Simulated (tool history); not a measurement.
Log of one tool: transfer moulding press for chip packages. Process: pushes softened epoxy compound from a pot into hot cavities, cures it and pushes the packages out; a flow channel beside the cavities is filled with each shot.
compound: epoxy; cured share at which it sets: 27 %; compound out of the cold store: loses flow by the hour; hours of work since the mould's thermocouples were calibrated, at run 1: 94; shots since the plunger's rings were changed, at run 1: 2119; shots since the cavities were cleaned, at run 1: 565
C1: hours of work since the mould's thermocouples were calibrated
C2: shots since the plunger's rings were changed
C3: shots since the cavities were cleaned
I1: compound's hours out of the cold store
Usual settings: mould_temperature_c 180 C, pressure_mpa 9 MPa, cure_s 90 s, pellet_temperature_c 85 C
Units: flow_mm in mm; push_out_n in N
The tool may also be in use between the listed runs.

Run 1, hour 0: usual settings; C1 94; C2 2119; C3 565; I1 47.3. Result: flow_mm 662 mm, push_out_n 566 N.
Run 2, hour 7.8: usual settings; C1 99; C2 2228; C3 674; I1 13.6. Result: flow_mm 865 mm, push_out_n 631 N.
Run 3, hour 16.6: usual settings; C1 105; C2 2353; C3 799; I1 47.6. Result: flow_mm 661 mm, push_out_n 610 N.
Run 4, hour 21: usual settings but pellet_temperature_c 82 C; C1 108; C2 2414; C3 860; I1 16.8. Result: flow_mm 846 mm, push_out_n 651 N.
Run 5, hour 25.9: usual settings but cure_s 81 s; C1 112; C2 2484; C3 930; I1 46.4. Result: flow_mm 663 mm, push_out_n 716 N.
Run 6, hour 31: usual settings but cure_s 81 s; C1 115; C2 2555; C3 1001; I1 12.3. Result: flow_mm 879 mm, push_out_n 768 N.
At hour 35.4: cavities cleaned with cleaning compound and waxed.
Run 7, hour 42.5: usual settings but pressure_mpa 10.33 MPa; C1 122; C2 2697; C3 100; I1 13.9. Result: flow_mm 930 mm, push_out_n 416 N.

Run 8 comes next. What will it give?
Run 8, hour 50.7: usual settings but pressure_mpa 10.33 MPa; C1 128; C2 2811; C3 214; I1 37.8. Result: flow_mm ?, push_out_n ?.

{"run 8": {"flow_mm": 766, "push_out_n": 447}}
Without the tool's hidden state the same run would have given flow_mm 779 mm, push_out_n 344 N.

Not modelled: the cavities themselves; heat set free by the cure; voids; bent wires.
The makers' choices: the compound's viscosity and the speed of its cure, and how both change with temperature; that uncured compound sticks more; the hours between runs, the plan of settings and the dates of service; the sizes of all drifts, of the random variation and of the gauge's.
